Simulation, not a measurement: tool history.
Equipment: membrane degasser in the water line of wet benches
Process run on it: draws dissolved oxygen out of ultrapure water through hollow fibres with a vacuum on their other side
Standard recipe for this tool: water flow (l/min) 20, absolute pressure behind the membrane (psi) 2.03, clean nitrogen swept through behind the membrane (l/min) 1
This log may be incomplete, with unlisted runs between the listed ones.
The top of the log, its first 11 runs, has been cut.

run    hour  water flow (l/min)  absolute pressure behind the membrane (psi)  clean nitrogen swept through behind the membrane (l/min)  dissolved oxygen in the water behind the degasser (ppb)  pressure that the water loses in the fibres (psi)
 12  2489.7                  16                                         1.86                                                         1                                                    351.9                                              8.153
 13  2764.8                  16                                         1.86                                                         1                                                    353.5                                              8.192
     3037.6  -- vacuum gauge calibrated, once more
 14  3058.4                  16                                         1.86                                                         1                                                    346.9                                              8.186
 15  3332.6                  20                                         2.03                                                         1                                                    468.6                                             10.137
 16  3536.2                  20                                         2.03                                                      1.18                                                      410                                             10.248
 17  3823.4                  20                                         2.03                                                      2.49                                                    212.9                                             10.225
 18  4073.7                  20                                         2.03                                                      2.49                                                    212.5                                              10.19
 19  4305.1                  20                                         2.03                                                      2.49                                                    213.7                                             10.237
 20  4592.4                  20                                         1.23                                                         1                                                    241.9                                             10.241
     4701.3  -- seals of the vacuum lines changed
 21  4821.9                  20                                         1.23                                                         1                                                    240.1                                             10.311
 22  5023.1                  20                                         3.65                                                      2.11                                                    473.4                                             10.166
 23  5202.2                  20                                         3.65                                                      2.11                                                    475.8                                              10.29
 24  5360.7                  24                                         3.65                                                      1.44                                                    776.4                                             12.334
 25    5575                  20                                         4.82                                                         1                                                   1174.7                                             10.319
 26  5714.3                  20                                         4.82                                                      0.61                                                   1697.4                                             10.277
 27  5990.9                  20                                         2.44                                                      1.17                                                    510.1                                             10.289
 28  6158.9                  20                                         2.03                                                       2.1                                                    246.5                                             10.272
 29  6292.8                  16                                         1.52                                                       2.1                                                    137.5                                              8.251
     6334.8  -- vacuum gauge calibrated
 30  6577.8                  17                                         3.83                                                       2.9                                                    323.1                                              8.828
 31  6753.8                  17                                         3.83                                                       2.9                                                    323.2                                              8.834

Below are 3 alternative next runs, each starting from the tool's condition after run 31. Predict each:
  A  6975.7                  17                                         1.48                                                      1.87                                                        ?                                                  ?
  B  6975.7                  15                                         1.42                                                      2.36                                                        ?                                                  ?
  C  6975.7                  17                                         3.86                                                      0.64                                                        ?                                                  ?

run  dissolved oxygen in the water behind the degasser (ppb)  pressure that the water loses in the fibres (psi)
  A                                                    153.2                                              8.808
  B                                                    103.3                                              7.697
  C                                                   1177.6                                              8.808
With no hidden state in the tool, these same runs would have given:
run  dissolved oxygen in the water behind the degasser (ppb)  pressure that the water loses in the fibres (psi)
  A                                                    150.5                                              8.511
  B                                                    101.3                                              7.436
  C                                                   1169.9                                              8.514

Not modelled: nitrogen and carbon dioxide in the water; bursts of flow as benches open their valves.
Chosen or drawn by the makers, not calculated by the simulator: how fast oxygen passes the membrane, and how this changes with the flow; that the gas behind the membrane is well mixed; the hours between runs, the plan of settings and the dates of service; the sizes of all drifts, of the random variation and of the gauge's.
